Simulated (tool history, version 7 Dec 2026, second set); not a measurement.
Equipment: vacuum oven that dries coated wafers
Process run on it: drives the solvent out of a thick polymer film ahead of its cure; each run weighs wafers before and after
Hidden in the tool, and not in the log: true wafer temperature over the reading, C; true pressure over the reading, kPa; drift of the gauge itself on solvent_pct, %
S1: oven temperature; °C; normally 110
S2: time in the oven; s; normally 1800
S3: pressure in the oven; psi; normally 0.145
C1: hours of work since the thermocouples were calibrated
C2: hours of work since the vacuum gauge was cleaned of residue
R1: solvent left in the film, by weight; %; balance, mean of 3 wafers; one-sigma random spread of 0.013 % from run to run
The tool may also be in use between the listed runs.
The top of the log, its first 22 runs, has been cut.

{"run": 23, "hour": 438.8, "S1": 110, "S2": 2700, "S3": 0.145, "C1": 653, "C2": 523, "R1": 0.56}
{"run": 24, "hour": 453.4, "S1": 98, "S2": 1800, "S3": 0.228, "C1": 661, "C2": 531, "R1": 2.83}
{"run": 25, "hour": 475.6, "S1": 120, "S2": 2460, "S3": 0.145, "C1": 673, "C2": 543, "R1": 0.36}
{"run": 26, "hour": 491.3, "S1": 120, "S2": 2460, "S3": 0.145, "C1": 682, "C2": 552, "R1": 0.35}
{"run": 27, "hour": 518.9, "S1": 110, "S2": 1800, "S3": 0.254, "C1": 698, "C2": 568, "R1": 1.3}
{"run": 28, "hour": 533.5, "S1": 102, "S2": 1380, "S3": 0.074, "C1": 706, "C2": 576, "R1": 2.63}
{"run": 29, "hour": 545.5, "S1": 116, "S2": 1800, "S3": 0.177, "C1": 712, "C2": 583, "R1": 0.7}
{"run": 30, "hour": 565.2, "S1": 110, "S2": 1440, "S3": 0.276, "C1": 723, "C2": 594, "R1": 1.82}
{"run": 31, "hour": 583.7, "S1": 110, "S2": 1440, "S3": 0.276, "C1": 734, "C2": 604, "R1": 1.85}
{"run": 32, "hour": 599.1, "S1": 110, "S2": 1440, "S3": 0.276, "C1": 742, "C2": 613, "R1": 1.86}
{"run": 33, "hour": 614.9, "S1": 110, "S2": 1440, "S3": 0.276, "C1": 751, "C2": 621, "R1": 1.83}
{"run": 34, "hour": 634.2, "S1": 110, "S2": 1440, "S3": 0.276, "C1": 762, "C2": 632, "R1": 1.89}
{"run": 35, "hour": 659.5, "S1": 118, "S2": 2040, "S3": 0.102, "C1": 776, "C2": 646, "R1": 0.36}
{"run": 36, "hour": 672.0, "S1": 108, "S2": 1440, "S3": 0.097, "C1": 783, "C2": 653, "R1": 1.66}
{"run": 37, "hour": 697.4, "S1": 108, "S2": 1440, "S3": 0.097, "C1": 797, "C2": 667, "R1": 1.67}
{"run": 38, "hour": 715.8, "S1": 108, "S2": 1440, "S3": 0.097, "C1": 808, "C2": 678, "R1": 1.66}
{"run": 39, "hour": 730.7, "S1": 108, "S2": 1440, "S3": 0.097, "C1": 816, "C2": 686, "R1": 1.67}
{"run": 40, "hour": 748.0, "S1": 108, "S2": 1440, "S3": 0.097, "C1": 826, "C2": 696, "R1": 1.67}
{"run": 41, "hour": 760.9, "S1": 108, "S2": 1440, "S3": 0.097, "C1": 833, "C2": 703, "R1": 1.65}
{"run": 42, "hour": 779.8, "S1": 107, "S2": 2760, "S3": 0.309, "C1": 843, "C2": 714, "R1": 1.21}
{"run": 43, "hour": 798.1, "S1": 123, "S2": 2040, "S3": 0.087, "C1": 854, "C2": 724, "R1": 0.23}
{"run": 44, "hour": 814.7, "S1": 123, "S2": 2040, "S3": 0.087, "C1": 863, "C2": 733, "R1": 0.26}
{"run": 45, "hour": 837.0, "S1": 110, "S2": 1800, "S3": 0.096, "C1": 875, "C2": 745, "R1": 0.92}
{"run": 46, "hour": 863.0, "S1": 110, "S2": 2640, "S3": 0.168, "C1": 890, "C2": 760, "R1": 0.66}

Forecast each of these 3 alternatives for the next run:
{"run": "A", "hour": 891.4, "S1": 97, "S2": 1800, "S3": 0.435, "C1": 906, "C2": 776, "R1": "?"}
{"run": "B", "hour": 891.4, "S1": 106, "S2": 1680, "S3": 0.228, "C1": 906, "C2": 776, "R1": "?"}
{"run": "C", "hour": 891.4, "S1": 100, "S2": 1800, "S3": 0.096, "C1": 906, "C2": 776, "R1": "?"}

run=A R1=3.87
run=B R1=1.88
run=C R1=2.07
Without the tool's hidden state the same runs would have given:
run=A R1=3.63
run=B R1=1.71
run=C R1=1.87
